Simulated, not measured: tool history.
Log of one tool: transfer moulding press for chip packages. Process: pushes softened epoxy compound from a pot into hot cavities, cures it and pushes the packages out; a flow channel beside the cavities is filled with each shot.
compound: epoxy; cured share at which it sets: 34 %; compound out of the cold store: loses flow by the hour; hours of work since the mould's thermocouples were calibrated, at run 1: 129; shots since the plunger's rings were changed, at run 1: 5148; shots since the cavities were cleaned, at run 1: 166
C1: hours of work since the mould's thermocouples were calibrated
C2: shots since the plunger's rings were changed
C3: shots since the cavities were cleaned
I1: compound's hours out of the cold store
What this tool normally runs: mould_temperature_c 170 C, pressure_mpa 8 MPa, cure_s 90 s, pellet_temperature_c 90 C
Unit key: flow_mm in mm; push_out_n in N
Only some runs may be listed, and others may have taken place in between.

{"run": 1, "hour": 0.0, "mould_temperature_c": 170, "pressure_mpa": 8, "cure_s": 90, "pellet_temperature_c": 90, "C1": 129, "C2": 5148, "C3": 166, "I1": 14.4, "flow_mm": 657, "push_out_n": 387}
{"run": 2, "hour": 5.4, "mould_temperature_c": 170, "pressure_mpa": 8, "cure_s": 90, "pellet_temperature_c": 90, "C1": 131, "C2": 5193, "C3": 211, "I1": 33.2, "flow_mm": 593, "push_out_n": 355}
{"run": 3, "hour": 14.5, "mould_temperature_c": 170, "pressure_mpa": 8, "cure_s": 90, "pellet_temperature_c": 90, "C1": 136, "C2": 5270, "C3": 288, "I1": 47.4, "flow_mm": 542, "push_out_n": 362}
{"run": 4, "hour": 20.2, "mould_temperature_c": 170, "pressure_mpa": 8, "cure_s": 83, "pellet_temperature_c": 90, "C1": 138, "C2": 5318, "C3": 336, "I1": 26.7, "flow_mm": 610, "push_out_n": 408}
{"run": 5, "hour": 29.6, "mould_temperature_c": 170, "pressure_mpa": 9.06, "cure_s": 90, "pellet_temperature_c": 90, "C1": 143, "C2": 5397, "C3": 415, "I1": 31.8, "flow_mm": 631, "push_out_n": 376}
{"run": 6, "hour": 37.1, "mould_temperature_c": 170, "pressure_mpa": 9.06, "cure_s": 90, "pellet_temperature_c": 90, "C1": 146, "C2": 5461, "C3": 479, "I1": 27.1, "flow_mm": 637, "push_out_n": 378}
{"run": 7, "hour": 44.3, "mould_temperature_c": 170, "pressure_mpa": 8, "cure_s": 90, "pellet_temperature_c": 90, "C1": 150, "C2": 5521, "C3": 539, "I1": 15.3, "flow_mm": 652, "push_out_n": 369}
{"run": 8, "hour": 49.1, "mould_temperature_c": 170, "pressure_mpa": 8, "cure_s": 90, "pellet_temperature_c": 90, "C1": 152, "C2": 5562, "C3": 580, "I1": 22.3, "flow_mm": 617, "push_out_n": 377}
{"run": 9, "hour": 55.2, "mould_temperature_c": 170, "pressure_mpa": 8, "cure_s": 90, "pellet_temperature_c": 90, "C1": 155, "C2": 5614, "C3": 632, "I1": 9.5, "flow_mm": 680, "push_out_n": 379}
{"run": 10, "hour": 61.3, "mould_temperature_c": 170, "pressure_mpa": 8, "cure_s": 124, "pellet_temperature_c": 90, "C1": 158, "C2": 5665, "C3": 683, "I1": 34.5, "flow_mm": 582, "push_out_n": 306}
{"run": 11, "hour": 66.6, "mould_temperature_c": 170, "pressure_mpa": 8, "cure_s": 124, "pellet_temperature_c": 90, "C1": 160, "C2": 5710, "C3": 728, "I1": 39.8, "flow_mm": 554, "push_out_n": 305}
{"run": 12, "hour": 71.6, "mould_temperature_c": 170, "pressure_mpa": 8, "cure_s": 124, "pellet_temperature_c": 90, "C1": 163, "C2": 5752, "C3": 770, "I1": 45.4, "flow_mm": 540, "push_out_n": 302}
{"run": 13, "hour": 77.2, "mould_temperature_c": 170, "pressure_mpa": 8, "cure_s": 90, "pellet_temperature_c": 89, "C1": 165, "C2": 5799, "C3": 817, "I1": 28.9, "flow_mm": 602, "push_out_n": 365}
{"run": 14, "hour": 82.4, "mould_temperature_c": 170, "pressure_mpa": 8, "cure_s": 90, "pellet_temperature_c": 89, "C1": 168, "C2": 5843, "C3": 861, "I1": 43.1, "flow_mm": 559, "push_out_n": 371}
{"run": 15, "hour": 90.8, "mould_temperature_c": 170, "pressure_mpa": 6.6, "cure_s": 90, "pellet_temperature_c": 89, "C1": 172, "C2": 5914, "C3": 932, "I1": 9.3, "flow_mm": 622, "push_out_n": 394}
{"run": 16, "hour": 101.1, "mould_temperature_c": 170, "pressure_mpa": 6.6, "cure_s": 90, "pellet_temperature_c": 89, "C1": 177, "C2": 6001, "C3": 1019, "I1": 11.1, "flow_mm": 619, "push_out_n": 371}
{"hour": 104.7, "done": "cavities cleaned with cleaning compound and waxed"}
{"run": 17, "hour": 113.7, "mould_temperature_c": 170, "pressure_mpa": 7.83, "cure_s": 90, "pellet_temperature_c": 90, "C1": 182, "C2": 6095, "C3": 76, "I1": 9.6, "flow_mm": 676, "push_out_n": 387}
{"run": 18, "hour": 118.4, "mould_temperature_c": 170, "pressure_mpa": 6.2, "cure_s": 88, "pellet_temperature_c": 90, "C1": 184, "C2": 6135, "C3": 116, "I1": 11.1, "flow_mm": 590, "push_out_n": 409}
{"run": 19, "hour": 126.2, "mould_temperature_c": 175, "pressure_mpa": 8, "cure_s": 96, "pellet_temperature_c": 90, "C1": 188, "C2": 6201, "C3": 182, "I1": 28.9, "flow_mm": 596, "push_out_n": 312}
{"run": 20, "hour": 136.7, "mould_temperature_c": 170, "pressure_mpa": 8, "cure_s": 75, "pellet_temperature_c": 90, "C1": 193, "C2": 6289, "C3": 270, "I1": 37.1, "flow_mm": 581, "push_out_n": 474}
{"run": 21, "hour": 147.8, "mould_temperature_c": 170, "pressure_mpa": 6.2, "cure_s": 90, "pellet_temperature_c": 95, "C1": 198, "C2": 6383, "C3": 364, "I1": 25.1, "flow_mm": 544, "push_out_n": 348}
{"hour": 153.7, "done": "plunger's sealing rings changed"}
{"run": 22, "hour": 160.4, "mould_temperature_c": 170, "pressure_mpa": 6.2, "cure_s": 90, "pellet_temperature_c": 95, "C1": 203, "C2": 57, "C3": 449, "I1": 39.7, "flow_mm": 497, "push_out_n": 362}
{"run": 23, "hour": 167.4, "mould_temperature_c": 170, "pressure_mpa": 6.31, "cure_s": 76, "pellet_temperature_c": 95, "C1": 206, "C2": 116, "C3": 508, "I1": 45.4, "flow_mm": 476, "push_out_n": 447}
{"run": 24, "hour": 175.0, "mould_temperature_c": 170, "pressure_mpa": 8.31, "cure_s": 91, "pellet_temperature_c": 81, "C1": 210, "C2": 181, "C3": 573, "I1": 19, "flow_mm": 659, "push_out_n": 369}
{"run": 25, "hour": 181.3, "mould_temperature_c": 170, "pressure_mpa": 9.3, "cure_s": 110, "pellet_temperature_c": 81, "C1": 213, "C2": 233, "C3": 625, "I1": 35, "flow_mm": 633, "push_out_n": 311}
{"run": 26, "hour": 189.8, "mould_temperature_c": 170, "pressure_mpa": 9.3, "cure_s": 110, "pellet_temperature_c": 81, "C1": 217, "C2": 305, "C3": 697, "I1": 35.7, "flow_mm": 625, "push_out_n": 300}
{"run": 27, "hour": 198.0, "mould_temperature_c": 170, "pressure_mpa": 9.3, "cure_s": 81, "pellet_temperature_c": 99, "C1": 221, "C2": 374, "C3": 766, "I1": 14.7, "flow_mm": 720, "push_out_n": 447}
{"run": 28, "hour": 203.3, "mould_temperature_c": 173, "pressure_mpa": 8, "cure_s": 90, "pellet_temperature_c": 90, "C1": 224, "C2": 419, "C3": 811, "I1": 43.6, "flow_mm": 549, "push_out_n": 308}
{"run": 29, "hour": 212.2, "mould_temperature_c": 173, "pressure_mpa": 8, "cure_s": 90, "pellet_temperature_c": 90, "C1": 228, "C2": 494, "C3": 886, "I1": 10.2, "flow_mm": 664, "push_out_n": 335}

How the hidden state differs across the entries between the runs, from the last listed run before each to the first after it:
Run 16 -> run 17: cavities cleaned with cleaning compound and waxed (hour 104.7)
  grip of the stained cavities, % over clean ones': 0.8 -> 0.1
Run 21 -> run 22: plunger's sealing rings changed (hour 153.7)
  pressure that reaches the compound, % of what is set: 99.87 -> 100

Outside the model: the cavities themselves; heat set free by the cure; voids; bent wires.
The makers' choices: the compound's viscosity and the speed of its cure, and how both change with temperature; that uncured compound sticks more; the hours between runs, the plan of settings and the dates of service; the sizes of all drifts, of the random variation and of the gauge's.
